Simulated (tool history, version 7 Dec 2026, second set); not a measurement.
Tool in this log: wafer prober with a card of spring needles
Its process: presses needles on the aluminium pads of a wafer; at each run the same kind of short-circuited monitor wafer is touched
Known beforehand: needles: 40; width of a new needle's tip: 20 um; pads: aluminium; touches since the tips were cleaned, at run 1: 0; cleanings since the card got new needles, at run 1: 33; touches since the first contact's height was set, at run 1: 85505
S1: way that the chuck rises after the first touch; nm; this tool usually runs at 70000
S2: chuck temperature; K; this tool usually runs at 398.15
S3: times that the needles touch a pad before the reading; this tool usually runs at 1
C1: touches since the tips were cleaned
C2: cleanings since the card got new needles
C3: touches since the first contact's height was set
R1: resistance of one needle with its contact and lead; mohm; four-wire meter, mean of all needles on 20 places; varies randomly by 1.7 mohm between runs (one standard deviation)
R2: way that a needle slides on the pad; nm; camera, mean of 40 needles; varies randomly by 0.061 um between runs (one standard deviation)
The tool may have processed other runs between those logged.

| run | hour | S1 | S2 | S3 | C1 | C2 | C3 | R1 | R2 |
|---|---|---|---|---|---|---|---|---|---|
| 1 | 0.0 | 70000 | 398.15 | 1 | 0 | 33 | 85505 | 179 | 9480 |
|  | 7.5 | tips cleaned on abrasive film |
| 2 | 9.2 | 70000 | 398.15 | 2 | 563 | 34 | 88507 | 179 | 9530 |
|  | 14.9 | tips cleaned on abrasive film |
| 3 | 17.8 | 70000 | 398.15 | 2 | 957 | 35 | 91299 | 180 | 9430 |
|  | 22.0 | tips cleaned on abrasive film |
| 4 | 25.7 | 70000 | 398.15 | 2 | 1243 | 36 | 93903 | 178 | 9540 |
|  | 29.3 | tips cleaned on abrasive film |
| 5 | 33.2 | 78000 | 398.15 | 1 | 1266 | 37 | 96316 | 176 | 10500 |
|  | 36.3 | tips cleaned on abrasive film |
| 6 | 38.9 | 78000 | 398.15 | 1 | 854 | 38 | 98162 | 173 | 10490 |
|  | 43.1 | tips cleaned on abrasive film |
|  | 44.0 | height of the first contact set anew |
| 7 | 45.8 | 70000 | 398.15 | 1 | 797 | 39 | 599 | 179 | 9510 |
| 8 | 49.8 | 70000 | 335.15 | 1 | 2101 | 39 | 1903 | 166 | 9440 |
|  | 50.6 | tips cleaned on abrasive film |
|  | 57.6 | tips cleaned on abrasive film |
| 9 | 59.0 | 70000 | 335.15 | 1 | 471 | 41 | 4872 | 167 | 9510 |
|  | 64.7 | tips cleaned on abrasive film |
| 10 | 67.8 | 70000 | 335.15 | 1 | 1040 | 42 | 7749 | 169 | 9450 |
|  | 71.9 | tips cleaned on abrasive film |
| 11 | 72.8 | 70000 | 398.15 | 1 | 288 | 43 | 9350 | 178 | 9590 |
|  | 78.8 | tips cleaned on abrasive film |
| 12 | 81.7 | 72000 | 398.15 | 1 | 957 | 44 | 12260 | 179 | 9950 |
|  | 86.2 | tips cleaned on abrasive film |
| 13 | 87.8 | 72000 | 398.15 | 1 | 555 | 45 | 14263 | 178 | 9720 |
|  | 93.2 | tips cleaned on abrasive film |
| 14 | 96.8 | 72000 | 380.15 | 1 | 1196 | 46 | 17196 | 173 | 9830 |
|  | 100.4 | tips cleaned on abrasive film |
| 15 | 104.6 | 72000 | 380.15 | 1 | 1391 | 47 | 19742 | 174 | 9780 |
|  | 107.5 | tips cleaned on abrasive film |
| 16 | 109.2 | 70000 | 398.15 | 1 | 571 | 48 | 21222 | 176 | 9420 |
|  | 114.6 | tips cleaned on abrasive film |
| 17 | 118.9 | 70000 | 398.15 | 1 | 1422 | 49 | 24393 | 179 | 9530 |
|  | 121.8 | tips cleaned on abrasive film |
| 18 | 127.5 | 83000 | 398.15 | 1 | 1907 | 50 | 27198 | 173 | 11240 |
|  | 128.8 | tips cleaned on abrasive film |
| 19 | 132.8 | 70000 | 398.15 | 2 | 1334 | 51 | 28916 | 179 | 9440 |
|  | 136.0 | tips cleaned on abrasive film |
| 20 | 140.8 | 63000 | 389.15 | 2 | 1596 | 52 | 31515 | 176 | 8530 |
|  | 143.0 | tips cleaned on abrasive film |
| 21 | 148.6 | 63000 | 307.15 | 3 | 1844 | 53 | 34040 | 163 | 8520 |
|  | 150.3 | tips cleaned on abrasive film |
| 22 | 152.9 | 63000 | 307.15 | 3 | 843 | 54 | 35422 | 162 | 8600 |

Estimate the outcome of run 23 from the log above:
|  | 157.4 | tips cleaned on abrasive film |
| 23 | 162.6 | 52000 | 353.15 | 1 | 1720 | 55 | 38603 | ? | ? |

For run 23 the tool returned R1 176 mohm, R2 6970 nm.
With no hidden state in the tool, this same run would have given R1 176 mohm, R2 6980 nm.
